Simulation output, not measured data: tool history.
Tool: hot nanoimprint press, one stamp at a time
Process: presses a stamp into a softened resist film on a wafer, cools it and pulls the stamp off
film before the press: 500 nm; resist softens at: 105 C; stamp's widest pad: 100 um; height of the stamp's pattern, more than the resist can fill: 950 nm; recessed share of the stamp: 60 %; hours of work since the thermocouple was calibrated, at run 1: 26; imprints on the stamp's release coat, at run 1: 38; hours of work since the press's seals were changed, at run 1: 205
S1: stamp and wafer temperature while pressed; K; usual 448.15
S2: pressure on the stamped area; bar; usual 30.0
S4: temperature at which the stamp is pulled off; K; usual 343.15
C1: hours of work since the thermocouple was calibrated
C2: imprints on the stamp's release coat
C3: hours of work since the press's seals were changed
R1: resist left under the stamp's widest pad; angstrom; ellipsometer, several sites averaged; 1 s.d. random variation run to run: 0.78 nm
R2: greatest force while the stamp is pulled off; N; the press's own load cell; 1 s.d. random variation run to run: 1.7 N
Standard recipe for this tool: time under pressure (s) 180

run 1 day=0.000 | S1=448.15 S2=30.0 time_under_pressure_(s)=180 S4=343.15 | C1=26 C2=38 C3=205 | R1=2517 R2=157
run 2 day=0.654 | S1=448.15 S2=30.0 time_under_pressure_(s)=180 S4=343.15 | C1=36 C2=91 C3=215 | R1=2512 R2=158
run 3 day=1.083 | S1=448.15 S2=30.0 time_under_pressure_(s)=180 S4=332.15 | C1=42 C2=125 C3=221 | R1=2527 R2=174
run 4 day=1.479 | S1=448.15 S2=30.0 time_under_pressure_(s)=180 S4=332.15 | C1=48 C2=157 C3=227 | R1=2506 R2=170
run 5 day=2.000 | S1=448.15 S2=30.0 time_under_pressure_(s)=180 S4=343.15 | C1=56 C2=199 C3=235 | R1=2494 R2=164
run 6 day=2.612 | S1=448.15 S2=28.4 time_under_pressure_(s)=180 S4=343.15 | C1=65 C2=248 C3=244 | R1=2572 R2=164
run 7 day=3.146 | S1=448.15 S2=28.4 time_under_pressure_(s)=180 S4=343.15 | C1=73 C2=291 C3=252 | R1=2556 R2=163
run 8 day=3.888 | S1=438.15 S2=30.0 time_under_pressure_(s)=180 S4=343.15 | C1=83 C2=351 C3=263 | R1=3547 R2=163
run 9 day=4.221 | S1=438.15 S2=30.0 time_under_pressure_(s)=180 S4=343.15 | C1=88 C2=377 C3=268 | R1=3537 R2=164
run 10 day=4.888 | S1=438.15 S2=30.0 time_under_pressure_(s)=180 S4=343.15 | C1=98 C2=431 C3=277 | R1=3542 R2=165
run 11 day=5.300 | S1=438.15 S2=30.0 time_under_pressure_(s)=180 S4=343.15 | C1=104 C2=464 C3=284 | R1=3527 R2=169
run 12 day=5.796 | S1=438.15 S2=30.0 time_under_pressure_(s)=180 S4=343.15 | C1=112 C2=504 C3=291 | R1=3530 R2=167
run 13 day=6.462 | S1=448.15 S2=30.0 time_under_pressure_(s)=188 S4=343.15 | C1=121 C2=558 C3=301 | R1=2444 R2=173
-- day=6.633 plate thermocouple calibrated
run 14 day=7.212 | S1=448.15 S2=30.0 time_under_pressure_(s)=188 S4=343.15 | C1=9 C2=608 C3=310 | R1=2427 R2=172
run 15 day=7.700 | S1=448.15 S2=30.0 time_under_pressure_(s)=112 S4=343.15 | C1=16 C2=647 C3=317 | R1=2894 R2=173
run 16 day=8.246 | S1=445.15 S2=20.6 time_under_pressure_(s)=213 S4=343.15 | C1=24 C2=691 C3=325 | R1=3042 R2=176
-- day=8.696 stamp cleaned and given a new release coat
run 17 day=8.879 | S1=445.15 S2=20.6 time_under_pressure_(s)=213 S4=343.15 | C1=29 C2=15 C3=331 | R1=3021 R2=151
run 18 day=9.388 | S1=445.15 S2=20.6 time_under_pressure_(s)=213 S4=343.15 | C1=37 C2=56 C3=338 | R1=3022 R2=156
-- day=9.712 plate thermocouple calibrated, once more
run 19 day=9.925 | S1=445.15 S2=20.6 time_under_pressure_(s)=213 S4=343.15 | C1=3 C2=89 C3=344 | R1=3077 R2=156
run 20 day=10.312 | S1=445.15 S2=20.6 time_under_pressure_(s)=137 S4=342.15 | C1=9 C2=120 C3=350 | R1=3477 R2=163
run 21 day=10.646 | S1=447.15 S2=20.6 time_under_pressure_(s)=254 S4=342.15 | C1=14 C2=146 C3=355 | R1=2736 R2=159
run 22 day=11.367 | S1=439.15 S2=43.1 time_under_pressure_(s)=120 S4=340.15 | C1=24 C2=204 C3=366 | R1=3410 R2=164
run 23 day=11.750 | S1=444.15 S2=21.9 time_under_pressure_(s)=120 S4=342.15 | C1=30 C2=235 C3=371 | R1=3624 R2=163
run 24 day=12.500 | S1=440.15 S2=32.5 time_under_pressure_(s)=321 S4=341.15 | C1=41 C2=295 C3=382 | R1=2742 R2=165
run 25 day=12.888 | S1=440.15 S2=32.5 time_under_pressure_(s)=321 S4=341.15 | C1=47 C2=327 C3=388 | R1=2734 R2=167
run 26 day=13.379 | S1=448.15 S2=30.0 time_under_pressure_(s)=180 S4=343.15 | C1=54 C2=366 C3=395 | R1=2530 R2=164
run 27 day=13.696 | S1=444.15 S2=30.0 time_under_pressure_(s)=180 S4=343.15 | C1=59 C2=391 C3=400 | R1=2908 R2=165
run 28 day=14.050 | S1=453.15 S2=30.0 time_under_pressure_(s)=184 S4=332.15 | C1=64 C2=420 C3=405 | R1=2052 R2=182
run 29 day=14.404 | S1=453.15 S2=30.0 time_under_pressure_(s)=121 S4=333.15 | C1=69 C2=448 C3=411 | R1=2400 R2=180
run 30 day=14.871 | S1=453.15 S2=30.0 time_under_pressure_(s)=121 S4=333.15 | C1=76 C2=486 C3=417 | R1=2405 R2=180

Each row is a separate what-if for the run after 30, all from the same tool condition, not one after another. Results?
run A day=15.579 | S1=445.15 S2=23.9 time_under_pressure_(s)=121 S4=329.15 | C1=87 C2=543 C3=428 | R1=? R2=?
run B day=15.579 | S1=453.15 S2=30.0 time_under_pressure_(s)=121 S4=335.15 | C1=87 C2=543 C3=428 | R1=? R2=?
run C day=15.579 | S1=448.15 S2=33.8 time_under_pressure_(s)=180 S4=341.15 | C1=87 C2=543 C3=428 | R1=? R2=?

run=A R1=3406 R2=189
run=B R1=2406 R2=179
run=C R1=2376 R2=174
Take away the tool's hidden state, keep each run's random variation, and the runs would have read:
run=A R1=3412 R2=173
run=B R1=2398 R2=163
run=C R1=2365 R2=159
